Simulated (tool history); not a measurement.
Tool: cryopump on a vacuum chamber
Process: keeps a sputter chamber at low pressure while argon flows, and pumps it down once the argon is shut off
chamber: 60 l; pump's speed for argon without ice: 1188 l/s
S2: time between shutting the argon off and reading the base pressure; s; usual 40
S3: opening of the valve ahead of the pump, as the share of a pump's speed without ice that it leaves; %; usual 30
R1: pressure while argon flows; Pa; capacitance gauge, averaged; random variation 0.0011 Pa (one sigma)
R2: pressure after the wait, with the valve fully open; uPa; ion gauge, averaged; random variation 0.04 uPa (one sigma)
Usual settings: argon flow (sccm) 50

{"run": 1, "hour": 0.0, "argon flow (sccm)": 50, "S2": 40, "S3": 30, "R1": 0.2385, "R2": 2.54}
{"run": 2, "hour": 16.2, "argon flow (sccm)": 50, "S2": 40, "S3": 30, "R1": 0.2391, "R2": 2.53}
{"run": 3, "hour": 51.5, "argon flow (sccm)": 50, "S2": 40, "S3": 30, "R1": 0.2413, "R2": 2.51}
{"run": 4, "hour": 89.4, "argon flow (sccm)": 50, "S2": 40, "S3": 30, "R1": 0.2411, "R2": 2.51}
{"run": 5, "hour": 106.1, "argon flow (sccm)": 69, "S2": 40, "S3": 30, "R1": 0.3342, "R2": 2.58}
{"run": 6, "hour": 122.5, "argon flow (sccm)": 43, "S2": 40, "S3": 30, "R1": 0.208, "R2": 2.69}
{"run": 7, "hour": 139.7, "argon flow (sccm)": 43, "S2": 40, "S3": 30, "R1": 0.2074, "R2": 2.61}
{"run": 8, "hour": 157.0, "argon flow (sccm)": 50, "S2": 40, "S3": 30, "R1": 0.241, "R2": 2.65}
{"run": 9, "hour": 183.6, "argon flow (sccm)": 50, "S2": 40, "S3": 30, "R1": 0.2437, "R2": 2.6}
{"run": 10, "hour": 204.6, "argon flow (sccm)": 50, "S2": 40, "S3": 57, "R1": 0.1313, "R2": 2.72}
{"run": 11, "hour": 239.5, "argon flow (sccm)": 57, "S2": 40, "S3": 57, "R1": 0.1493, "R2": 2.72}
{"run": 12, "hour": 266.3, "argon flow (sccm)": 50, "S2": 40, "S3": 30, "R1": 0.245, "R2": 2.78}
{"run": 13, "hour": 304.8, "argon flow (sccm)": 50, "S2": 40, "S3": 30, "R1": 0.2451, "R2": 2.9}
{"run": 14, "hour": 341.0, "argon flow (sccm)": 39, "S2": 40, "S3": 30, "R1": 0.1914, "R2": 2.88}
{"run": 15, "hour": 361.6, "argon flow (sccm)": 39, "S2": 40, "S3": 30, "R1": 0.1935, "R2": 2.91}
{"run": 16, "hour": 395.1, "argon flow (sccm)": 50, "S2": 40, "S3": 20, "R1": 0.3684, "R2": 3.0}
{"run": 17, "hour": 411.7, "argon flow (sccm)": 67, "S2": 38, "S3": 21, "R1": 0.4668, "R2": 3.09}
{"run": 18, "hour": 431.5, "argon flow (sccm)": 67, "S2": 38, "S3": 21, "R1": 0.4705, "R2": 3.11}
{"run": 19, "hour": 466.2, "argon flow (sccm)": 25, "S2": 40, "S3": 17, "R1": 0.2147, "R2": 2.99}
{"run": 20, "hour": 492.6, "argon flow (sccm)": 76, "S2": 170, "S3": 17, "R1": 0.6562, "R2": 1.52}

Forecast run 21:
{"run": 21, "hour": 513.4, "argon flow (sccm)": 57, "S2": 160, "S3": 30, "R1": "?", "R2": "?"}

R1: 0.2854 Pa
R2: 1.52 uPa
Without the tool's hidden state the same run would have given R1 0.2702 Pa, R2 0.75 uPa.

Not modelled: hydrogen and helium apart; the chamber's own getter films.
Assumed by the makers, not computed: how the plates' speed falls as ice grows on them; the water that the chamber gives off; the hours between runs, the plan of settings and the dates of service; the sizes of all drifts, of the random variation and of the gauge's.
